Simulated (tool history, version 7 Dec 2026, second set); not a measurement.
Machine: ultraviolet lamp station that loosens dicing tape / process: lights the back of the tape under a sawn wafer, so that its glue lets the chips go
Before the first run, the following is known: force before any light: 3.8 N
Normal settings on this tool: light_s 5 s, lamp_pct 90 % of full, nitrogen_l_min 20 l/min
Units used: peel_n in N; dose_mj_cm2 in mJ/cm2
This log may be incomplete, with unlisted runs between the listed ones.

{"run": 1, "hour": 0.0, "light_s": 5, "lamp_pct": 90, "nitrogen_l_min": 20, "peel_n": 0.211, "dose_mj_cm2": 437}
{"run": 2, "hour": 36.5, "light_s": 5, "lamp_pct": 67, "nitrogen_l_min": 20, "peel_n": 0.28, "dose_mj_cm2": 323}
{"run": 3, "hour": 111.3, "light_s": 5, "lamp_pct": 67, "nitrogen_l_min": 20, "peel_n": 0.307, "dose_mj_cm2": 302}
{"run": 4, "hour": 186.7, "light_s": 5, "lamp_pct": 87, "nitrogen_l_min": 20, "peel_n": 0.234, "dose_mj_cm2": 386}
{"run": 5, "hour": 242.5, "light_s": 5, "lamp_pct": 87, "nitrogen_l_min": 20, "peel_n": 0.231, "dose_mj_cm2": 379}
{"run": 6, "hour": 300.2, "light_s": 5, "lamp_pct": 87, "nitrogen_l_min": 20, "peel_n": 0.239, "dose_mj_cm2": 367}
{"run": 7, "hour": 355.6, "light_s": 5, "lamp_pct": 87, "nitrogen_l_min": 20, "peel_n": 0.241, "dose_mj_cm2": 368}
{"run": 8, "hour": 440.1, "light_s": 5, "lamp_pct": 87, "nitrogen_l_min": 20, "peel_n": 0.218, "dose_mj_cm2": 410}
{"run": 9, "hour": 507.7, "light_s": 5, "lamp_pct": 87, "nitrogen_l_min": 20, "peel_n": 0.222, "dose_mj_cm2": 405}
{"run": 10, "hour": 593.6, "light_s": 5, "lamp_pct": 90, "nitrogen_l_min": 26, "peel_n": 0.213, "dose_mj_cm2": 412}
{"run": 11, "hour": 666.2, "light_s": 5, "lamp_pct": 90, "nitrogen_l_min": 26, "peel_n": 0.212, "dose_mj_cm2": 400}
{"run": 12, "hour": 739.5, "light_s": 5, "lamp_pct": 90, "nitrogen_l_min": 26, "peel_n": 0.22, "dose_mj_cm2": 394}
{"run": 13, "hour": 785.0, "light_s": 5, "lamp_pct": 90, "nitrogen_l_min": 26, "peel_n": 0.224, "dose_mj_cm2": 385}
{"run": 14, "hour": 839.9, "light_s": 5, "lamp_pct": 90, "nitrogen_l_min": 26, "peel_n": 0.224, "dose_mj_cm2": 380}
{"run": 15, "hour": 921.4, "light_s": 5, "lamp_pct": 99, "nitrogen_l_min": 26, "peel_n": 0.205, "dose_mj_cm2": 407}
{"run": 16, "hour": 990.7, "light_s": 5, "lamp_pct": 99, "nitrogen_l_min": 26, "peel_n": 0.217, "dose_mj_cm2": 405}
{"run": 17, "hour": 1036.8, "light_s": 5, "lamp_pct": 99, "nitrogen_l_min": 26, "peel_n": 0.214, "dose_mj_cm2": 391}
{"run": 18, "hour": 1106.9, "light_s": 2, "lamp_pct": 93, "nitrogen_l_min": 7, "peel_n": 1.108, "dose_mj_cm2": 157}
{"run": 19, "hour": 1157.0, "light_s": 2, "lamp_pct": 93, "nitrogen_l_min": 7, "peel_n": 1.14, "dose_mj_cm2": 154}
{"run": 20, "hour": 1236.1, "light_s": 5, "lamp_pct": 92, "nitrogen_l_min": 20, "peel_n": 0.235, "dose_mj_cm2": 370}
{"run": 21, "hour": 1276.2, "light_s": 8, "lamp_pct": 90, "nitrogen_l_min": 29, "peel_n": 0.189, "dose_mj_cm2": 573}
{"run": 22, "hour": 1349.3, "light_s": 8, "lamp_pct": 90, "nitrogen_l_min": 29, "peel_n": 0.18, "dose_mj_cm2": 553}
{"run": 23, "hour": 1414.3, "light_s": 5, "lamp_pct": 96, "nitrogen_l_min": 28, "peel_n": 0.233, "dose_mj_cm2": 362}

Removed from this log: 3 entries logged between the listed runs. Between which two listed runs does each belong, and how does the tool's hidden state at the listed run before it compare with that at the listed run after it?
Runs 2 to 3: window cleaned of glue's vapour (hour 110.4)
  lamp's light, % of a new lamp's: 97 -> 95.8; light that the window lets through, % of a clean one's: 94.1 -> 89
  measured less the result without the state, peel_n: +0.029 -> +0.056 N; dose_mj_cm2: -30 -> -53 mJ/cm2
Runs 7 to 8: window cleaned of glue's vapour, once more (hour 420.7)
  lamp's light, % of a new lamp's: 91.8 -> 90.6; light that the window lets through, % of a clean one's: 86.5 -> 99.1
  measured less the result without the state, peel_n: +0.041 -> +0.016 N; dose_mj_cm2: -94 -> -47 mJ/cm2
Runs 17 to 18: window cleaned of glue's vapour (hour 1057.8)
  lamp's light, % of a new lamp's: 80.9 -> 79.9; light that the window lets through, % of a clean one's: 93.2 -> 98.7
  measured less the result without the state, peel_n: +0.029 -> +0.286 N; dose_mj_cm2: -128 -> -42 mJ/cm2
